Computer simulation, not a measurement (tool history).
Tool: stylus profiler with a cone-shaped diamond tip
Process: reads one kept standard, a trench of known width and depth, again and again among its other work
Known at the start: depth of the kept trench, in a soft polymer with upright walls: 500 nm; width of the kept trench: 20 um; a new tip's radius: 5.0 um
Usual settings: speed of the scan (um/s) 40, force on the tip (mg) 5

| run | hour | speed of the scan (um/s) | force on the tip (mg) | depth of the trench (nm) | width of the trench's floor (µm) |
|---|---|---|---|---|---|
| 1 | 0 | 40 | 5 | 512.35 | 15.53 |
| 2 | 9.8 | 40 | 5 | 512.56 | 15.53 |
| 3 | 24.1 | 40 | 5 | 512.39 | 15.47 |
| 4 | 34.4 | 40 | 5 | 512.5 | 15.55 |
| 5 | 42.7 | 40 | 2.79 | 508.42 | 15.5 |
| 6 | 58.5 | 40 | 2.79 | 508.6 | 15.51 |
| 7 | 74 | 30 | 2.79 | 508.53 | 15.52 |
| 8 | 81.6 | 30 | 2.79 | 508.42 | 15.51 |
| 9 | 90 | 40 | 5 | 512.4 | 15.48 |
| 10 | 106.6 | 60 | 5 | 512.34 | 15.46 |
| 11 | 116.4 | 60 | 5 | 512.43 | 15.51 |
| 12 | 132.6 | 40 | 5 | 512.3 | 15.53 |
| 13 | 149.4 | 40 | 5 | 512.43 | 15.5 |
| 14 | 159.1 | 25 | 5 | 512.51 | 15.53 |
| 15 | 168.4 | 40 | 5 | 512.6 | 15.45 |
| 16 | 182.3 | 40 | 5 | 512.39 | 15.53 |
| 17 | 197.1 | 40 | 5 | 512.29 | 15.44 |
| 18 | 207.8 | 40 | 2.4 | 507.62 | 15.44 |
| 19 | 224 | 40 | 2.4 | 507.68 | 15.44 |
| 20 | 232.9 | 16 | 9.32 | 519.02 | 15.55 |
| 21 | 240.3 | 16 | 4.68 | 511.81 | 15.58 |
| 22 | 254.7 | 40 | 2.39 | 507.42 | 15.5 |
| 23 | 271.4 | 40 | 2.39 | 507.52 | 15.48 |
| 24 | 281.1 | 147 | 3.06 | 508.96 | 15.02 |
| 25 | 289.6 | 147 | 3.06 | 508.95 | 15.05 |
| 26 | 306.1 | 147 | 3.06 | 509 | 15.07 |

Forecast run 27:
| 27 | 314.8 | 18 | 2.01 | ? | ? |

Run 27 gave depth of the trench (nm) 506.77, width of the trench's floor (µm) 15.58.
Without the tool's hidden state the same run would have given depth of the trench (nm) 506.77, width of the trench's floor (µm) 15.59.
